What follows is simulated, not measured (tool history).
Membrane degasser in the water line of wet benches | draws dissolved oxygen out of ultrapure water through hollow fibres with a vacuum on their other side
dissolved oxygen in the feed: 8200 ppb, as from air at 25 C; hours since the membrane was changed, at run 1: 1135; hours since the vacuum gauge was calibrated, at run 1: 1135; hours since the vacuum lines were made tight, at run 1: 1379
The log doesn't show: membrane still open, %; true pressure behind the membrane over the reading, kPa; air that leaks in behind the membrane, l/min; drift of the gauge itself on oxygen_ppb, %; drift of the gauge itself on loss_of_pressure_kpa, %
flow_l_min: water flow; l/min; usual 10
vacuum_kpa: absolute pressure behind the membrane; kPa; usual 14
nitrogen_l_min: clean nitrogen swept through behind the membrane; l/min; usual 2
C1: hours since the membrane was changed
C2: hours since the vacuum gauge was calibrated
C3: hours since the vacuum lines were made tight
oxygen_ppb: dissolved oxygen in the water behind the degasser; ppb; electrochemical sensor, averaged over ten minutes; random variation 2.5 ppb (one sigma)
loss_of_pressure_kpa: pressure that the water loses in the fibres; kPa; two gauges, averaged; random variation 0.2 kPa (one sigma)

run 1 hour=0 | flow_l_min=10 vacuum_kpa=14 nitrogen_l_min=2 | C1=1135 C2=1135 C3=1379 | oxygen_ppb=251 loss_of_pressure_kpa=42.59
run 2 hour=145.8 | flow_l_min=10 vacuum_kpa=14 nitrogen_l_min=2 | C1=1281 C2=1281 C3=1525 | oxygen_ppb=246.3 loss_of_pressure_kpa=42.74
run 3 hour=323.4 | flow_l_min=10 vacuum_kpa=14 nitrogen_l_min=2 | C1=1458 C2=1458 C3=1702 | oxygen_ppb=247.3 loss_of_pressure_kpa=42.64
run 4 hour=502.1 | flow_l_min=13 vacuum_kpa=14 nitrogen_l_min=2 | C1=1637 C2=1637 C3=1881 | oxygen_ppb=336.2 loss_of_pressure_kpa=55.7
run 5 hour=677.4 | flow_l_min=13 vacuum_kpa=14 nitrogen_l_min=2 | C1=1812 C2=1812 C3=2056 | oxygen_ppb=334.9 loss_of_pressure_kpa=54.94
run 6 hour=875.2 | flow_l_min=10 vacuum_kpa=14 nitrogen_l_min=0.98 | C1=2010 C2=2010 C3=2254 | oxygen_ppb=370.5 loss_of_pressure_kpa=42.24
run 7 hour=982.3 | flow_l_min=10 vacuum_kpa=14 nitrogen_l_min=0.98 | C1=2117 C2=2117 C3=2361 | oxygen_ppb=371.8 loss_of_pressure_kpa=42.43
run 8 hour=1104.4 | flow_l_min=10 vacuum_kpa=10.3 nitrogen_l_min=2 | C1=2239 C2=2239 C3=2483 | oxygen_ppb=205.2 loss_of_pressure_kpa=42.94
run 9 hour=1279.3 | flow_l_min=10 vacuum_kpa=14 nitrogen_l_min=2 | C1=2414 C2=2414 C3=2658 | oxygen_ppb=247.5 loss_of_pressure_kpa=42.43
run 10 hour=1480.4 | flow_l_min=10 vacuum_kpa=14 nitrogen_l_min=2 | C1=2615 C2=2615 C3=2859 | oxygen_ppb=243.9 loss_of_pressure_kpa=42.6
run 11 hour=1666.3 | flow_l_min=10 vacuum_kpa=14 nitrogen_l_min=2 | C1=2801 C2=2801 C3=3045 | oxygen_ppb=247.1 loss_of_pressure_kpa=42.59
run 12 hour=1850.1 | flow_l_min=10 vacuum_kpa=14 nitrogen_l_min=2 | C1=2985 C2=2985 C3=3229 | oxygen_ppb=244.2 loss_of_pressure_kpa=42.76
run 13 hour=1959 | flow_l_min=10 vacuum_kpa=17.9 nitrogen_l_min=2 | C1=3094 C2=3094 C3=3338 | oxygen_ppb=294.3 loss_of_pressure_kpa=42.36
run 14 hour=2176.8 | flow_l_min=10 vacuum_kpa=25.8 nitrogen_l_min=2 | C1=3312 C2=3312 C3=3556 | oxygen_ppb=385.2 loss_of_pressure_kpa=42.38
run 15 hour=2318.8 | flow_l_min=10 vacuum_kpa=10.1 nitrogen_l_min=2 | C1=3454 C2=3454 C3=3698 | oxygen_ppb=202.9 loss_of_pressure_kpa=42.67
run 16 hour=2433.9 | flow_l_min=10 vacuum_kpa=14 nitrogen_l_min=2 | C1=3569 C2=3569 C3=3813 | oxygen_ppb=247.8 loss_of_pressure_kpa=42.34
run 17 hour=2593.8 | flow_l_min=8 vacuum_kpa=8.9 nitrogen_l_min=2 | C1=3729 C2=3729 C3=3973 | oxygen_ppb=139.6 loss_of_pressure_kpa=34.26
run 18 hour=2686.5 | flow_l_min=9 vacuum_kpa=10.6 nitrogen_l_min=2 | C1=3821 C2=3821 C3=4065 | oxygen_ppb=179 loss_of_pressure_kpa=38.37
run 19 hour=2892.8 | flow_l_min=7 vacuum_kpa=30.2 nitrogen_l_min=0.83 | C1=4028 C2=4028 C3=4272 | oxygen_ppb=575.8 loss_of_pressure_kpa=30.05
run 20 hour=3103.9 | flow_l_min=13 vacuum_kpa=14 nitrogen_l_min=2 | C1=4239 C2=4239 C3=4483 | oxygen_ppb=339.1 loss_of_pressure_kpa=55.15
run 21 hour=3324.5 | flow_l_min=13 vacuum_kpa=14 nitrogen_l_min=2 | C1=4459 C2=4459 C3=4703 | oxygen_ppb=329.9 loss_of_pressure_kpa=55.63
run 22 hour=3511 | flow_l_min=13 vacuum_kpa=11.6 nitrogen_l_min=0.83 | C1=4646 C2=4646 C3=4890 | oxygen_ppb=458.2 loss_of_pressure_kpa=55.1
run 23 hour=3645.2 | flow_l_min=13 vacuum_kpa=11.6 nitrogen_l_min=0.83 | C1=4780 C2=4780 C3=5024 | oxygen_ppb=453.4 loss_of_pressure_kpa=55.24
run 24 hour=3828.2 | flow_l_min=13 vacuum_kpa=23.2 nitrogen_l_min=0.83 | C1=4963 C2=4963 C3=5207 | oxygen_ppb=807.6 loss_of_pressure_kpa=55.64
run 25 hour=4037.3 | flow_l_min=13 vacuum_kpa=23.2 nitrogen_l_min=0.83 | C1=5172 C2=5172 C3=5416 | oxygen_ppb=808.7 loss_of_pressure_kpa=55.2
run 26 hour=4208 | flow_l_min=12 vacuum_kpa=13 nitrogen_l_min=2.05 | C1=5343 C2=5343 C3=5587 | oxygen_ppb=283 loss_of_pressure_kpa=51.55
run 27 hour=4338.9 | flow_l_min=12 vacuum_kpa=13 nitrogen_l_min=2.05 | C1=5474 C2=5474 C3=5718 | oxygen_ppb=288.3 loss_of_pressure_kpa=50.7
run 28 hour=4494.3 | flow_l_min=12 vacuum_kpa=13 nitrogen_l_min=3.53 | C1=5629 C2=5629 C3=5873 | oxygen_ppb=236.5 loss_of_pressure_kpa=51.55
run 29 hour=4690.5 | flow_l_min=12 vacuum_kpa=13 nitrogen_l_min=3.53 | C1=5825 C2=5825 C3=6069 | oxygen_ppb=239.9 loss_of_pressure_kpa=51.22
run 30 hour=4859.2 | flow_l_min=9 vacuum_kpa=14 nitrogen_l_min=2 | C1=5994 C2=5994 C3=6238 | oxygen_ppb=213.9 loss_of_pressure_kpa=38.15
run 31 hour=5008.3 | flow_l_min=10 vacuum_kpa=14 nitrogen_l_min=2.15 | C1=6143 C2=6143 C3=6387 | oxygen_ppb=236.5 loss_of_pressure_kpa=42.84
run 32 hour=5196.7 | flow_l_min=9 vacuum_kpa=28.3 nitrogen_l_min=1.07 | C1=6332 C2=6332 C3=6576 | oxygen_ppb=561 loss_of_pressure_kpa=38.51

Forecast each of these 4 alternatives for the next run:
run A hour=5329.2 | flow_l_min=10 vacuum_kpa=28.3 nitrogen_l_min=2.08 | C1=6464 C2=6464 C3=6708 | oxygen_ppb=? loss_of_pressure_kpa=?
run B hour=5329.2 | flow_l_min=9 vacuum_kpa=10.6 nitrogen_l_min=4.5 | C1=6464 C2=6464 C3=6708 | oxygen_ppb=? loss_of_pressure_kpa=?
run C hour=5329.2 | flow_l_min=10 vacuum_kpa=14 nitrogen_l_min=4.65 | C1=6464 C2=6464 C3=6708 | oxygen_ppb=? loss_of_pressure_kpa=?
run D hour=5329.2 | flow_l_min=11 vacuum_kpa=16.3 nitrogen_l_min=4.6 | C1=6464 C2=6464 C3=6708 | oxygen_ppb=? loss_of_pressure_kpa=?

run=A oxygen_ppb=398.5 loss_of_pressure_kpa=42.43
run=B oxygen_ppb=140.9 loss_of_pressure_kpa=38.27
run=C oxygen_ppb=175.3 loss_of_pressure_kpa=42.64
run=D oxygen_ppb=215.8 loss_of_pressure_kpa=47.23
Without the tool's hidden state the same runs would have given:
run=A oxygen_ppb=398 loss_of_pressure_kpa=42.41
run=B oxygen_ppb=140.7 loss_of_pressure_kpa=38.26
run=C oxygen_ppb=175 loss_of_pressure_kpa=42.62
run=D oxygen_ppb=215.4 loss_of_pressure_kpa=47.21
